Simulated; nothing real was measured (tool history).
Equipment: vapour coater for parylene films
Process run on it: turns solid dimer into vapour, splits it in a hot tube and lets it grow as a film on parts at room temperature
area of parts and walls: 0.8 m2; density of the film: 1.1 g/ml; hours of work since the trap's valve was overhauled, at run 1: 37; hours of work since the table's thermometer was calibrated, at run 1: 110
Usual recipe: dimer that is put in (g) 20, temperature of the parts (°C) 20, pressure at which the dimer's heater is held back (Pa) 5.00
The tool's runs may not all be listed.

run,day,dimer that is put in (g),temperature of the parts (°C),pressure at which the dimer's heater is held back (Pa),hours of work since the trap's valve was overhauled,hours of work since the table's thermometer was calibrated,thickness of the film (um)
1,0.000,20,20,5.00,37,110,15.56
2,0.438,20,20,5.00,45,118,15.45
3,0.792,20,19,5.00,51,124,16.10
4,1.367,20,14,5.00,62,135,18.87
5,1.896,20,14,5.00,72,145,18.64
6,2.262,20,20,5.00,79,152,15.07
7,2.738,20,20,5.00,88,161,15.16
8,3.458,20,20,5.00,101,174,15.26
9,3.825,20,20,5.00,108,181,15.07
10,4.317,20,20,5.00,117,190,14.99
11,4.858,20,24,5.00,127,200,13.13
12,5.317,20,24,5.00,136,209,12.94
13,5.629,20,20,5.00,142,215,14.76
14,5.962,20,15,5.00,148,221,17.29
15,6.604,15,29,5.53,160,233,8.00
16,7.308,15,29,5.53,173,246,8.07
17,7.779,15,29,5.53,182,255,7.99
18,8.262,20,24,3.21,191,264,14.10
19,8.771,12,29,10.23,200,274,5.58
20,9.192,14,14,6.25,208,281,11.40
21,9.746,12,20,5.00,219,292,8.52
22,10.138,20,15,7.47,226,299,15.11
23,10.708,20,13,4.81,237,310,17.61
24,11.338,20,13,4.81,248,321,17.67
# day 11.721: trap's valve overhauled
25,12.125,20,13,4.81,8,333,20.07

Entry by entry between the runs, the difference in hidden state between the last listed run before and the first listed run after:
After run 24, before run 25: trap's valve overhauled (day 11.721)
  vapour lost through the trap's worn valve, %: 13.1 -> 0.7; true temperature of the parts over the reading, C: -0.07 -> -0.08
  difference, measured minus the result without the unlogged condition, thickness of the film (um): -2.62 -> -0.09
